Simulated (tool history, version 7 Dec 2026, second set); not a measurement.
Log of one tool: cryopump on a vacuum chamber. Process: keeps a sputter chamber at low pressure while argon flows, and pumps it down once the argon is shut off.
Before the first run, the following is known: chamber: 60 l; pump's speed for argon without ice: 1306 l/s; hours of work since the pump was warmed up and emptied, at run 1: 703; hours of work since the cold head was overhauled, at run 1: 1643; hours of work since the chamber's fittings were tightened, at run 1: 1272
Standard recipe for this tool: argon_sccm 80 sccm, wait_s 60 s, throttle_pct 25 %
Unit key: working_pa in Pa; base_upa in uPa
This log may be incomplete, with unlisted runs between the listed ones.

run	hour	argon_sccm	wait_s	throttle_pct	hours of work since the pump was warmed up and emptied	hours of work since the cold head was overhauled	hours of work since the chamber's fittings were tightened	working_pa	base_upa
1	0	80	60	25	703	1643	1272	0.4602	1.36
2	89	80	164	25	764	1704	1334	0.4647	0.88
3	166.5	80	50	25	817	1758	1387	0.4657	1.56
4	228.3	80	50	25	860	1800	1429	0.473	1.63
# hour 262: pump warmed up, emptied and cooled again
5	270.7	102	60	25	6	1826	1455	0.5324	1.18
6	322.5	102	60	25	42	1861	1491	0.5321	1.2
7	411.5	80	60	40	103	1923	1552	0.266	1.24
8	458.5	80	60	40	135	1955	1584	0.2695	1.28
9	521.3	80	60	25	178	1998	1627	0.4235	1.28
10	565	80	60	25	208	2028	1657	0.4266	1.3
11	627.1	80	60	25	251	2071	1700	0.4272	1.27
12	663.5	80	60	25	276	2096	1725	0.4298	1.32
13	740.9	80	60	25	329	2149	1778	0.4343	1.35
14	796	80	60	25	367	2187	1816	0.4369	1.37
15	854.9	80	60	25	408	2227	1857	0.4404	1.35
16	939.7	80	60	25	466	2286	1915	0.4403	1.4
17	986.7	80	60	25	498	2318	1947	0.4408	1.48
18	1071.7	80	60	25	557	2376	2006	0.4448	1.48
19	1149.4	80	60	37	610	2430	2059	0.3169	1.51
20	1238.9	38	49	26	672	2491	2121	0.21	1.62
21	1312.3	60	44	19	722	2542	2171	0.4434	1.88
22	1374.8	155	87	15	765	2585	2214	1.4277	1.34
23	1447.6	150	158	25	815	2635	2264	0.871	1.16
24	1511.7	42	113	37	859	2679	2308	0.1782	1.29
# hour 1548.5: pump warmed up, emptied and cooled again
25	1598.7	58	95	24	34	2735	2365	0.3169	1.1
26	1662.1	52	100	19	78	2779	2408	0.3599	1.08

Run 27 comes next. What will it give?
27	1702.5	52	100	19	106	2807	2436	?	?

{"run 27": {"working_pa": 0.3596, "base_upa": 1.12}}
On a tool with no hidden condition, and with the same random variation, this run would have come out at working_pa 0.3542 Pa, base_upa 0.69 uPa.

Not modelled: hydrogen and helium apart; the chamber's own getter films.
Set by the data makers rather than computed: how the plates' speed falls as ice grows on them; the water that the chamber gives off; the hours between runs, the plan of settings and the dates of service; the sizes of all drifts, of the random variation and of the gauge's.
